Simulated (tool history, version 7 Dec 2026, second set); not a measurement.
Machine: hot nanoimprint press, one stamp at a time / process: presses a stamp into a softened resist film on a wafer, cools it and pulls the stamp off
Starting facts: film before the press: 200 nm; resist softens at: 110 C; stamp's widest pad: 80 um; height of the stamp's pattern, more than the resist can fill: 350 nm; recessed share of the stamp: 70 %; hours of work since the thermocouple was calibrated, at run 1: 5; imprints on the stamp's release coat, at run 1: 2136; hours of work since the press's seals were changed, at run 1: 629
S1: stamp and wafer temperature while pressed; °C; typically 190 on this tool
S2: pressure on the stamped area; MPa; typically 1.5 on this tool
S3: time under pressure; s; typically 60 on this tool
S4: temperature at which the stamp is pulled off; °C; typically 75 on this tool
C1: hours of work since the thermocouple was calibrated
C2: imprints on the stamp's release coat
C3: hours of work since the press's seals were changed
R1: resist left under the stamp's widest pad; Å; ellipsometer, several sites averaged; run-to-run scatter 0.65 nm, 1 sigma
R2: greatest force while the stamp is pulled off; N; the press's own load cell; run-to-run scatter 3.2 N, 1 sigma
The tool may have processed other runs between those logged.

Run 1, hour 0: usual settings; C1 5; C2 2136; C3 629. Result: R1 918 Å, R2 222 N.
At hour 51.2: stamp cleaned and given a new release coat.
Run 2, hour 53.2: usual settings; C1 43; C2 9; C3 666. Result: R1 915 Å, R2 150 N.
Run 3, hour 93.5: usual settings; C1 74; C2 182; C3 698. Result: R1 915 Å, R2 156 N.
Run 4, hour 119.1: usual settings; C1 95; C2 293; C3 718. Result: R1 890 Å, R2 156 N.
Run 5, hour 155.5: usual settings; C1 123; C2 449; C3 747. Result: R1 901 Å, R2 164 N.
Run 6, hour 199.8: usual settings; C1 158; C2 639; C3 782. Result: R1 883 Å, R2 173 N.
Run 7, hour 241.3: usual settings but S2 1.6 MPa; C1 191; C2 818; C3 814. Result: R1 851 Å, R2 175 N.
Run 8, hour 294.9: usual settings but S2 1.6 MPa; C1 233; C2 1049; C3 857. Result: R1 853 Å, R2 184 N.
Run 9, hour 350.2: usual settings but S1 201 °C; C1 277; C2 1286; C3 900. Result: R1 529 Å, R2 187 N.
Run 10, hour 392.4: usual settings but S1 201 °C; C1 310; C2 1468; C3 934. Result: R1 531 Å, R2 196 N.
Run 11, hour 442.8: usual settings; C1 350; C2 1685; C3 973. Result: R1 848 Å, R2 200 N.
Run 12, hour 491.1: usual settings but S1 194 °C; C1 388; C2 1892; C3 1012. Result: R1 710 Å, R2 208 N.
Run 13, hour 523.7: usual settings but S1 194 °C; C1 414; C2 2033; C3 1037. Result: R1 704 Å, R2 220 N.
Run 14, hour 579.4: usual settings but S1 194 °C, S2 0.92 MPa; C1 458; C2 2272; C3 1081. Result: R1 888 Å, R2 223 N.
At hour 599: stamp cleaned and given a new release coat.
Run 15, hour 639.2: usual settings but S1 189 °C, S2 0.92 MPa; C1 500; C2 172; C3 1124. Result: R1 1090 Å, R2 152 N.
Run 16, hour 677: usual settings but S1 189 °C, S2 0.92 MPa; C1 530; C2 335; C3 1154. Result: R1 1072 Å, R2 156 N.
Run 17, hour 716.5: usual settings but S1 189 °C, S2 1.23 MPa; C1 561; C2 505; C3 1185. Result: R1 939 Å, R2 157 N.
At hour 727: plate thermocouple calibrated.
At hour 747.2: press's hydraulic seals changed and the load cell set to zero.
Run 18, hour 777.6: usual settings but S1 189 °C, S2 1.23 MPa; C1 34; C2 720; C3 24. Result: R1 1034 Å, R2 170 N.
Run 19, hour 826.5: usual settings but S1 189 °C, S2 1.23 MPa, S3 36 s, S4 67 °C; C1 72; C2 931; C3 63. Result: R1 1211 Å, R2 198 N.
Run 20, hour 857: usual settings but S1 189 °C, S2 1.84 MPa, S3 36 s, S4 79 °C; C1 96; C2 1062; C3 87. Result: R1 1020 Å, R2 174 N.
Run 21, hour 891.8: usual settings but S3 32 s, S4 69 °C; C1 124; C2 1211; C3 114. Result: R1 1110 Å, R2 204 N.
Run 22, hour 921.9: usual settings but S1 201 °C, S2 1.68 MPa; C1 147; C2 1341; C3 138. Result: R1 502 Å, R2 205 N.
Run 23, hour 955.9: usual settings but S1 201 °C, S2 1.68 MPa; C1 174; C2 1487; C3 165. Result: R1 503 Å, R2 194 N.
Run 24, hour 987.5: usual settings but S1 201 °C, S2 1.68 MPa; C1 199; C2 1623; C3 190. Result: R1 504 Å, R2 207 N.
Run 25, hour 1027.8: usual settings but S1 201 °C, S2 1.68 MPa; C1 231; C2 1796; C3 221. Result: R1 490 Å, R2 207 N.
Run 26, hour 1081.9: usual settings but S1 186 °C, S2 2.03 MPa; C1 274; C2 2029; C3 264. Result: R1 902 Å, R2 220 N.
Run 27, hour 1125.4: usual settings but S1 183 °C, S2 2.16 MPa; C1 308; C2 2216; C3 298. Result: R1 990 Å, R2 226 N.
At hour 1159.9: stamp cleaned and given a new release coat.
Run 28, hour 1177.7: usual settings but S3 55 s, S4 63 °C; C1 345; C2 76; C3 335. Result: R1 887 Å, R2 177 N.
Run 29, hour 1229.9: usual settings but S2 1.04 MPa; C1 386; C2 301; C3 376. Result: R1 997 Å, R2 147 N.
Run 30, hour 1277.2: usual settings but S1 191 °C, S2 1.94 MPa, S3 31 s, S4 66 °C; C1 423; C2 504; C3 414. Result: R1 904 Å, R2 182 N.
Run 31, hour 1323.1: usual settings but S1 191 °C, S2 1.94 MPa, S3 31 s, S4 66 °C; C1 459; C2 702; C3 450. Result: R1 910 Å, R2 192 N.

Predict each of these 3 candidate next runs independently; none follows another, all start after run 31:
Run A, hour 1351.1: usual settings but S1 191 °C, S2 1.71 MPa, S3 61 s; C1 482; C2 822; C3 472. Result: R1 ?, R2 ?.
Run B, hour 1351.1: usual settings but S2 1.37 MPa, S3 108 s; C1 482; C2 822; C3 472. Result: R1 ?, R2 ?.
Run C, hour 1351.1: usual settings but S1 185 °C; C1 482; C2 822; C3 472. Result: R1 ?, R2 ?.

run    R1   R2
  A   738  171
  B   692  177
  C  1041  172
Without the tool's hidden state the same runs would have given:
run    R1   R2
  A   802  149
  B   755  155
  C  1125  151
